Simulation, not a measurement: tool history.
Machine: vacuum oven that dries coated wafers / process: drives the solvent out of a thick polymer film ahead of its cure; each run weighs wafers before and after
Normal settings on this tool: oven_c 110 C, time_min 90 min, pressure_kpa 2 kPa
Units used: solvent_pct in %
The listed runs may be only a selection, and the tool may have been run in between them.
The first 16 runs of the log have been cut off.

Run 17, day 24.046: usual settings. Result: solvent_pct 2.5 %.
Run 18, day 25.712: usual settings but oven_c 96 C, pressure_kpa 3.77 kPa. Result: solvent_pct 8.52 %.
Run 19, day 27.217: usual settings but time_min 131 min. Result: solvent_pct 1.79 %.
Run 20, day 28.438: usual settings but oven_c 121 C, time_min 153 min, pressure_kpa 3.6 kPa. Result: solvent_pct 1.91 %.
Run 21, day 29.267: usual settings but oven_c 121 C, time_min 153 min, pressure_kpa 3.6 kPa. Result: solvent_pct 1.94 %.
Run 22, day 30.783: usual settings but oven_c 121 C, time_min 153 min, pressure_kpa 3.6 kPa. Result: solvent_pct 1.93 %.
Run 23, day 32.354: usual settings but oven_c 108 C, time_min 153 min, pressure_kpa 7.71 kPa. Result: solvent_pct 6.47 %.
Run 24, day 34.171: usual settings but oven_c 101 C, time_min 56 min, pressure_kpa 5.77 kPa. Result: solvent_pct 10.54 %.
At day 34.346: vacuum gauge cleaned of residue and calibrated.
Run 25, day 35.808: usual settings but oven_c 101 C, time_min 56 min, pressure_kpa 5.77 kPa. Result: solvent_pct 10.52 %.
At day 37.383: vacuum gauge cleaned of residue and calibrated, once more.
Run 26, day 37.896: usual settings but oven_c 101 C, time_min 56 min, pressure_kpa 5.77 kPa. Result: solvent_pct 10.46 %.
Run 27, day 39.783: usual settings but oven_c 106 C, time_min 59 min, pressure_kpa 6.48 kPa. Result: solvent_pct 8.61 %.
Run 28, day 40.746: usual settings but time_min 111 min. Result: solvent_pct 1.96 %.
Run 29, day 42.425: usual settings but time_min 111 min. Result: solvent_pct 1.94 %.
Run 30, day 44.333: usual settings but oven_c 120 C, time_min 147 min, pressure_kpa 1.02 kPa. Result: solvent_pct 0.54 %.
Run 31, day 45.921: usual settings but pressure_kpa 3.91 kPa. Result: solvent_pct 3.75 %.
Run 32, day 47.579: usual settings but oven_c 115 C, pressure_kpa 6.06 kPa. Result: solvent_pct 4.19 %.
Run 33, day 49.038: usual settings but oven_c 115 C, pressure_kpa 6.06 kPa. Result: solvent_pct 4.17 %.
Run 34, day 50.154: usual settings but oven_c 120 C, pressure_kpa 3.68 kPa. Result: solvent_pct 2.12 %.

3 ways to go on from here, each from the tool as it stands after run 34. What would each give?
Run A, day 51.65: usual settings but time_min 146 min. Result: solvent_pct ?.
Run B, day 51.65: usual settings but oven_c 102 C, pressure_kpa 1.15 kPa. Result: solvent_pct ?.
Run C, day 51.65: usual settings but oven_c 107 C, time_min 159 min, pressure_kpa 3.68 kPa. Result: solvent_pct ?.

run  solvent_pct
  A         1.66
  B         3.57
  C         3.26
Had the tool no hidden state, the same runs would have come out as:
run  solvent_pct
  A         1.78
  B         4.03
  C         3.48
